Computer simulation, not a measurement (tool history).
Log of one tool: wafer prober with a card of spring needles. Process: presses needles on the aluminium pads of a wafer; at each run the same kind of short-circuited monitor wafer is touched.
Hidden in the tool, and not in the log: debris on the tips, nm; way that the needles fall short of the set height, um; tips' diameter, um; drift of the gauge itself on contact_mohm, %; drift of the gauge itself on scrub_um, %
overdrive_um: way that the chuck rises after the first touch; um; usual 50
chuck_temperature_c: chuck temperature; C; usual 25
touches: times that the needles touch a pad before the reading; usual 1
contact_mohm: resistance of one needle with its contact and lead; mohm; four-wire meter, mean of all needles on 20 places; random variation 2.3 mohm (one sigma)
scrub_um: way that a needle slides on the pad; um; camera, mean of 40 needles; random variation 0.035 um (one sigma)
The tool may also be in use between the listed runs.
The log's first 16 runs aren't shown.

run	hour	overdrive_um	chuck_temperature_c	touches	touches since the tips were cleaned	cleanings since the card got new needles	touches since the first contact's height was set	contact_mohm	scrub_um
# hour 130.5: tips cleaned on abrasive film
17	137.7	45	91	2	2817	30	21167	330	10.94
# hour 139.6: tips cleaned on abrasive film
18	147.5	32	29	3	3085	31	24941	341	7.58
# hour 148.4: tips cleaned on abrasive film
# hour 150.2: height of the first contact set anew, once more
# hour 157.9: tips cleaned on abrasive film
19	159.9	36	81	3	806	33	3737	292	9.29
# hour 166.8: tips cleaned on abrasive film
20	168.2	36	81	3	536	34	6919	294	9.23
# hour 176.5: tips cleaned on abrasive film
21	178	40	83	1	565	35	10677	320	10.22
# hour 185.7: tips cleaned on abrasive film
22	189.8	40	83	1	1602	36	15241	345	10.26
# hour 194.6: tips cleaned on abrasive film
23	198.4	40	39	1	1491	37	18550	335	10.2
# hour 204: tips cleaned on abrasive film
24	204.2	62	25	3	54	38	20747	259	15.9
# hour 213.1: tips cleaned on abrasive film
25	215.7	33	25	1	1023	39	25198	334	8.41
# hour 222: tips cleaned on abrasive film
26	224	52	33	1	808	40	28403	288	13.27
# hour 231: tips cleaned on abrasive film
27	236.4	52	33	1	2110	41	33189	308	13.26
# hour 240.1: tips cleaned on abrasive film
28	244.3	52	33	1	1634	42	36196	313	13.27
# hour 249: tips cleaned on abrasive film
29	251.9	52	33	1	1134	43	39132	295	13.28
30	257.1	43	25	2	3127	43	41125	320	10.94
# hour 258.2: tips cleaned on abrasive film
31	265.9	43	34	1	2985	44	44520	355	10.87
# hour 267.7: tips cleaned on abrasive film
32	275.6	43	34	1	3060	45	48256	365	10.92

3 ways to go on from here, each from the tool as it stands after run 32. What would each give?
# hour 277.3: tips cleaned on abrasive film
# hour 286.1: tips cleaned on abrasive film
A	286.1	43	57	1	0	47	52259	?	?
# hour 277.3: tips cleaned on abrasive film
# hour 286.1: tips cleaned on abrasive film
B	286.1	46	79	2	0	47	52259	?	?
# hour 277.3: tips cleaned on abrasive film
# hour 286.1: tips cleaned on abrasive film
C	286.1	44	107	1	0	47	52259	?	?

run	contact_mohm	scrub_um
A	280	10.89
B	283	11.64
C	300	11.15
Without the tool's hidden state the same runs would have given:
run	contact_mohm	scrub_um
A	268	11.07
B	277	11.82
C	290	11.33
